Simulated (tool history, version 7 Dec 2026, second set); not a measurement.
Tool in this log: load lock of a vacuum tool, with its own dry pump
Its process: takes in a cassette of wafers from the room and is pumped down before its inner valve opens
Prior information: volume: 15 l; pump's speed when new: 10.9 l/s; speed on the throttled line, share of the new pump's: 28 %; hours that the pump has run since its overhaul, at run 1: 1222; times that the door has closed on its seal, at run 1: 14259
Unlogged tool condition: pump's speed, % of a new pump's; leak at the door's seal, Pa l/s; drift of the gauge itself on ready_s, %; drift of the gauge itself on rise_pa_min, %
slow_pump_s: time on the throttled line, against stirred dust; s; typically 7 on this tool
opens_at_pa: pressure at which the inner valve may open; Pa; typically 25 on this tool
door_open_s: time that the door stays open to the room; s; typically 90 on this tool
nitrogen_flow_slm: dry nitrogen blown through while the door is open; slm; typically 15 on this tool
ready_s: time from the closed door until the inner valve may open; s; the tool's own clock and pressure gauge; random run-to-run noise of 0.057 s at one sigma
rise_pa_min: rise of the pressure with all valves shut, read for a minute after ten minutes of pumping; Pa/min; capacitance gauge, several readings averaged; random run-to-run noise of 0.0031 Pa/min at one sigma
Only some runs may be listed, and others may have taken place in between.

run,day,slow_pump_s,opens_at_pa,door_open_s,nitrogen_flow_slm,hours that the pump has run since its overhaul,times that the door has closed on its seal,"incoming humidity of the room's air, %",ready_s,rise_pa_min
1,0.000,7,25,90,15,1222,14259,46.2,16.46,0.129
2,2.117,5,25,90,15,1273,14384,44.6,15.06,0.124
3,4.283,7,25,90,15,1325,14512,48.2,16.57,0.134
4,6.617,7,25,90,15,1381,14650,45.7,16.45,0.136
5,9.825,7,21,90,15,1458,14840,46.7,16.76,0.135
6,11.788,7,21,90,15,1505,14957,45.2,16.76,0.125
7,14.583,7,21,90,15,1572,15122,46.3,16.89,0.133
8,17.454,7,21,90,15,1641,15292,41.5,16.82,0.129
9,20.892,7,21,90,15,1723,15496,43.3,16.81,0.133
10,24.775,7,25,90,15,1816,15726,43.1,16.58,0.135
11,28.021,10,25,90,15,1894,15918,43.6,18.78,0.136
12,30.462,10,25,90,15,1953,16062,41.8,18.75,0.136
13,32.967,10,25,90,15,2013,16211,48.7,18.79,0.145
14,36.900,7,25,90,15,2107,16444,44.1,16.57,0.148
15,40.729,7,25,90,15,2199,16670,43.0,16.64,0.145
16,42.538,7,25,90,15,2243,16777,45.4,16.66,0.146
17,44.358,11,21,100,16,2286,16885,47.0,19.66,0.146
18,47.588,7,25,87,15,2364,17076,47.1,16.53,0.148
19,50.550,7,25,87,15,2435,17252,42.9,16.64,0.141
20,53.383,7,25,87,15,2503,17419,45.3,16.59,0.149
21,56.054,11,25,87,15,2567,17578,47.9,19.51,0.149
22,59.192,7,48,89,15,2642,17763,44.5,15.70,0.145
23,62.342,7,35,89,31,2718,17950,45.3,16.13,0.136
24,64.267,7,22,89,17,2764,18064,45.8,16.76,0.155
25,66.788,7,39,90,15,2825,18213,43.4,16.06,0.153
26,70.733,7,39,90,15,2919,18447,44.2,16.02,0.153
27,74.583,7,39,90,15,3012,18675,44.7,16.05,0.161
28,76.688,7,26,37,12,3062,18799,45.4,16.61,0.142
29,79.588,13,27,56,15,3132,18971,45.5,20.99,0.152
30,83.492,10,25,90,15,3226,19202,46.0,18.73,0.159
31,85.979,7,35,45,30,3285,19350,44.4,16.25,0.135
32,89.071,11,35,186,30,3360,19533,45.3,19.08,0.164

Here are 3 independent what-if runs from the current tool condition. What would each one return?
A,92.308,11,22,186,21,3437,19724,48.3,?,?
B,92.308,11,35,149,30,3437,19724,41.9,?,?
C,92.308,11,30,186,30,3437,19724,46.2,?,?

run,ready_s,rise_pa_min
A,19.82,0.181
B,18.95,0.148
C,19.40,0.164
With the hidden condition removed and each run's random variation left untouched, the same runs would have given:
run,ready_s,rise_pa_min
A,19.67,0.073
B,18.81,0.041
C,19.26,0.055
